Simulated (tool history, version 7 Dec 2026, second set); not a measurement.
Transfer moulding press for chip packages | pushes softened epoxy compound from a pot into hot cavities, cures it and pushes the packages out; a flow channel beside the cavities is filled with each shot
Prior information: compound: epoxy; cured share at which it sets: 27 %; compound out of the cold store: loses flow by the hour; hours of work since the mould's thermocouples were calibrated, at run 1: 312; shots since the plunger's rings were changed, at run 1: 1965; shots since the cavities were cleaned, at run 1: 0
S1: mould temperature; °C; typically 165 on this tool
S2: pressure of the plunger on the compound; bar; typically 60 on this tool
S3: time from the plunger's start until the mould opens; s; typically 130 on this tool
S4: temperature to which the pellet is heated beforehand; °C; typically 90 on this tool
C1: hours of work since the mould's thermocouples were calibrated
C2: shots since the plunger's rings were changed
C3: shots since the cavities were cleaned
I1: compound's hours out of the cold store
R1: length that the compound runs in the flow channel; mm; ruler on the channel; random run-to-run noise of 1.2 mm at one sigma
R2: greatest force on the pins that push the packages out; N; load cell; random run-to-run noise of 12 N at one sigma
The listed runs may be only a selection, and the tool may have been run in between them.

run   hour   S1    S2   S3  S4   C1    C2   C3    I1   R1   R2
  1      0  165    60  130  90  312  1965    0  20.9  846  565
  2   19.7  165    60  130  90  322  2103  138  40.8  792  574
  3   45.1  165    60  130  84  334  2282  317  47.2  777  560
  4   70.5  163    60  130  84  347  2460  495  41.9  797  649
  5   89.4  163    60  130  84  356  2593  628  16.1  865  657
     106.2  -- plunger's sealing rings changed
  6  118.7  165    60  127  90  369    87  816   9.5  878  603
  7  136.5  165    60  127  90  377   213  942  44.3  784  555
     150.6  -- cavities cleaned with cleaning compound and waxed
  8  154.7  165    60  130  90  385   330   29  41.5  791  555
     161.8  -- mould's thermocouples calibrated
  9  186.9  165    60  130  90   12   542  241  32.9  813  573
 10    208  165    60  130  90   22   690  389  14.6  863  595
 11  228.5  165    60  130  90   32   834  533  19.4  847  576
 12  248.8  165    60  130  90   42   976  675  22.3  841  578
 13  279.9  165  48.2  130  90   57  1195  894  41.6  708  547
     299.5  -- cavities cleaned with cleaning compound and waxed
 14  301.1  165    60  130  90   67  1333   11  11.8  872  567
 15  327.8  165    60  130  90   80  1520  198  20.9  842  554
 16  343.5  170    60  130  90   87  1631  309  26.8  813  477
 17  361.1  158  59.1  162  88   96  1754  432  29.1  844  659
 18    388  162  47.4  138  93  109  1944  622   8.4  793  639
 19  405.1  162  68.2  165  95  117  2064  742    19  919  502
 20  435.7  160  68.2  165  93  132  2278  956  35.6  881  523
     446.8  -- cavities cleaned with cleaning compound and waxed
 21  467.4  160  68.2  165  93  147  2491  145  46.5  849  531
 22    484  160  68.2  165  93  155  2607  261  23.9  912  544
     499.8  -- plunger's sealing rings changed
 23  505.9  166  47.3  130  90  164    43  397  15.6  759  552
 24  529.4  166  68.3  130  98  176   208  562  43.2  835  521
 25  545.5  163  49.8  124  80  183   322  676  38.2  735  722
 26    572  173  46.6  163  80  196   508  862  19.3  725  463
     597.8  -- cavities cleaned with cleaning compound and waxed
 27  603.4  162  46.6  163  89  211   717   39  37.1  717  475
 28    633  162  46.6  163  89  225   925  247  28.8  735  500
 29  656.9  162  46.6  163  89  237  1093  415  33.5  724  497

Predict each of these 4 candidate next runs independently; none follows another, all start after run 29:
  A  675.7  162  73.9  163  89  246  1225  547  46.1   ?   ?
  B  675.7  159    60  152  83  246  1225  547  44.6   ?   ?
  C  675.7  162  46.6  122  89  246  1225  547  34.1   ?   ?
  D  675.7  164    60  130  90  246  1225  547  16.5   ?   ?

run   R1   R2
  A  877  500
  B  809  640
  C  725  767
  D  860  621
With the hidden condition removed and each run's random variation left untouched, the same runs would have given:
run   R1   R2
  A  878  493
  B  809  631
  C  725  756
  D  861  612

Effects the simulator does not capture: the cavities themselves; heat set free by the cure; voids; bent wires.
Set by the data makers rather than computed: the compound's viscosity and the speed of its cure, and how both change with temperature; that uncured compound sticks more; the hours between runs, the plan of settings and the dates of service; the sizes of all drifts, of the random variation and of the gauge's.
